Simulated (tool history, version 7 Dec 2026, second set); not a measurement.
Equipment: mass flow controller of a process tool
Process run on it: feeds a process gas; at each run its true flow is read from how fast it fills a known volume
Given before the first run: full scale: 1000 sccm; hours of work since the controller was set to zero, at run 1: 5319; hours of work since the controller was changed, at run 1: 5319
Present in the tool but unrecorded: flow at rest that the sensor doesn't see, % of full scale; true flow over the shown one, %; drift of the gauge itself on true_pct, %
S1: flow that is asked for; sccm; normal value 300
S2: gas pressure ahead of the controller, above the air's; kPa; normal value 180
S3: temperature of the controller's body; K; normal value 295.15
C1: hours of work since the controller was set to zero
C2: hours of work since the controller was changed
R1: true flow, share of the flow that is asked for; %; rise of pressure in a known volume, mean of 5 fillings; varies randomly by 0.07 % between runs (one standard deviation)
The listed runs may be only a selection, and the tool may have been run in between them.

run	day	S1	S2	S3	C1	C2	R1
1	0	300	180	295.15	5319	5319	99.31
2	16.65	300	180	295.15	5609	5609	99.43
3	26.929	300	232	295.15	5788	5788	99.04
4	37.721	300	232	295.15	5977	5977	99
5	55.108	300	180	298.15	6280	6280	99.51
6	65.571	300	180	298.15	6462	6462	99.61
7	74.212	162	205	312.15	6613	6613	100.3
# day 76.271: controller's zero set anew
8	85.4	162	205	312.15	159	6807	100.37

Predict the results of run 9:
9	101.596	756	180	295.15	442	7090	?

Run 9 gave R1 99.64 %.
Without the tool's hidden state the same run would have given R1 99.63 %.
